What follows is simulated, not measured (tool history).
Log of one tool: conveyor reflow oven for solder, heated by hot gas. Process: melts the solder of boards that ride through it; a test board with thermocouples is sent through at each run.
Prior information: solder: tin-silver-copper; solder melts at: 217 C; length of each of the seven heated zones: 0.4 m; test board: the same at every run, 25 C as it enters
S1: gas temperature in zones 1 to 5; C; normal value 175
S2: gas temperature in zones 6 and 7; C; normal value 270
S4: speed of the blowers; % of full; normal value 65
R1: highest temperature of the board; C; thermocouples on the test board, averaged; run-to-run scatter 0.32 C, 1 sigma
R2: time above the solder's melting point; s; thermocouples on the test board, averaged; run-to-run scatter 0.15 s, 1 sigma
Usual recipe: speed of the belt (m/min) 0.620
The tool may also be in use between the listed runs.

run 1 hour=0.0 | S1=175 S2=270 speed_of_the_belt_(m/min)=0.620 S4=65 | R1=256.6 R2=62.5
run 2 hour=11.8 | S1=175 S2=270 speed_of_the_belt_(m/min)=0.620 S4=65 | R1=256.1 R2=62.3
run 3 hour=21.0 | S1=175 S2=270 speed_of_the_belt_(m/min)=0.620 S4=65 | R1=255.8 R2=62.5
run 4 hour=30.5 | S1=175 S2=270 speed_of_the_belt_(m/min)=0.620 S4=65 | R1=256.2 R2=62.5
run 5 hour=40.2 | S1=189 S2=270 speed_of_the_belt_(m/min)=0.620 S4=65 | R1=258.2 R2=69.2
run 6 hour=55.3 | S1=189 S2=270 speed_of_the_belt_(m/min)=0.620 S4=65 | R1=258.3 R2=69.2
run 7 hour=68.4 | S1=189 S2=270 speed_of_the_belt_(m/min)=0.620 S4=65 | R1=258.6 R2=69.0
run 8 hour=86.5 | S1=189 S2=270 speed_of_the_belt_(m/min)=0.620 S4=65 | R1=257.7 R2=69.0
run 9 hour=109.1 | S1=189 S2=270 speed_of_the_belt_(m/min)=0.620 S4=65 | R1=259.3 R2=69.8
run 10 hour=120.3 | S1=175 S2=270 speed_of_the_belt_(m/min)=0.620 S4=63 | R1=257.0 R2=63.3
run 11 hour=134.5 | S1=175 S2=277 speed_of_the_belt_(m/min)=0.620 S4=65 | R1=263.4 R2=66.9
run 12 hour=143.6 | S1=175 S2=277 speed_of_the_belt_(m/min)=0.620 S4=65 | R1=263.5 R2=66.8
run 13 hour=156.9 | S1=175 S2=270 speed_of_the_belt_(m/min)=0.620 S4=65 | R1=257.1 R2=63.3
run 14 hour=167.7 | S1=175 S2=270 speed_of_the_belt_(m/min)=0.620 S4=65 | R1=257.1 R2=63.3
run 15 hour=175.7 | S1=179 S2=270 speed_of_the_belt_(m/min)=0.620 S4=65 | R1=257.7 R2=64.8
run 16 hour=194.5 | S1=179 S2=270 speed_of_the_belt_(m/min)=0.620 S4=65 | R1=257.3 R2=64.6
run 17 hour=202.6 | S1=179 S2=270 speed_of_the_belt_(m/min)=0.620 S4=65 | R1=257.4 R2=65.0
run 18 hour=220.0 | S1=175 S2=283 speed_of_the_belt_(m/min)=0.633 S4=74 | R1=270.8 R2=68.0
run 19 hour=231.2 | S1=165 S2=261 speed_of_the_belt_(m/min)=0.633 S4=74 | R1=248.2 R2=52.4
run 20 hour=239.0 | S1=169 S2=281 speed_of_the_belt_(m/min)=0.720 S4=60 | R1=259.8 R2=53.2
run 21 hour=250.0 | S1=175 S2=270 speed_of_the_belt_(m/min)=0.704 S4=65 | R1=253.0 R2=52.5
run 22 hour=267.2 | S1=169 S2=270 speed_of_the_belt_(m/min)=0.554 S4=80 | R1=260.4 R2=71.8
run 23 hour=277.3 | S1=169 S2=278 speed_of_the_belt_(m/min)=0.554 S4=80 | R1=267.4 R2=76.0
run 24 hour=290.7 | S1=171 S2=278 speed_of_the_belt_(m/min)=0.554 S4=80 | R1=268.2 R2=76.7
run 25 hour=302.9 | S1=171 S2=278 speed_of_the_belt_(m/min)=0.554 S4=82 | R1=267.8 R2=76.6
run 26 hour=313.9 | S1=171 S2=278 speed_of_the_belt_(m/min)=0.554 S4=82 | R1=268.0 R2=76.6
run 27 hour=327.5 | S1=175 S2=260 speed_of_the_belt_(m/min)=0.595 S4=65 | R1=247.8 R2=60.0
run 28 hour=343.2 | S1=174 S2=260 speed_of_the_belt_(m/min)=0.616 S4=71 | R1=247.7 R2=57.1
run 29 hour=359.4 | S1=174 S2=260 speed_of_the_belt_(m/min)=0.616 S4=71 | R1=247.8 R2=57.3
run 30 hour=378.7 | S1=187 S2=262 speed_of_the_belt_(m/min)=0.620 S4=62 | R1=250.3 R2=63.3

The log once held 2 entries between its listed runs, left out of this copy. Where does each go, and what is different about the tool's unlogged condition between the listed run before it and the listed run after it?
Run 5 -> run 6: flux residue cleaned out of gas plates and filters (hour 55.3)
  heat that the gas passes to the board, % of a clean oven's: 92.1 -> 90.8; belt's true speed, % of the reading: 99.5 -> 99.49; true gas temperature in zones 6 and 7 over the reading, C: -1.58 -> -1.59
  measured result minus the result with no hidden state, R1: -2.4 -> -2.6 C; R2: -1.0 -> -1.2 s
Run 8 -> run 9: flux residue cleaned out of gas plates and filters, once more (hour 101.2)
  heat that the gas passes to the board, % of a clean oven's: 90 -> 99; belt's true speed, % of the reading: 99.46 -> 99.45; true gas temperature in zones 6 and 7 over the reading, C: -1.63 -> -1.65
  measured result minus the result with no hidden state, R1: -2.8 -> -1.5 C; R2: -1.2 -> -0.3 s
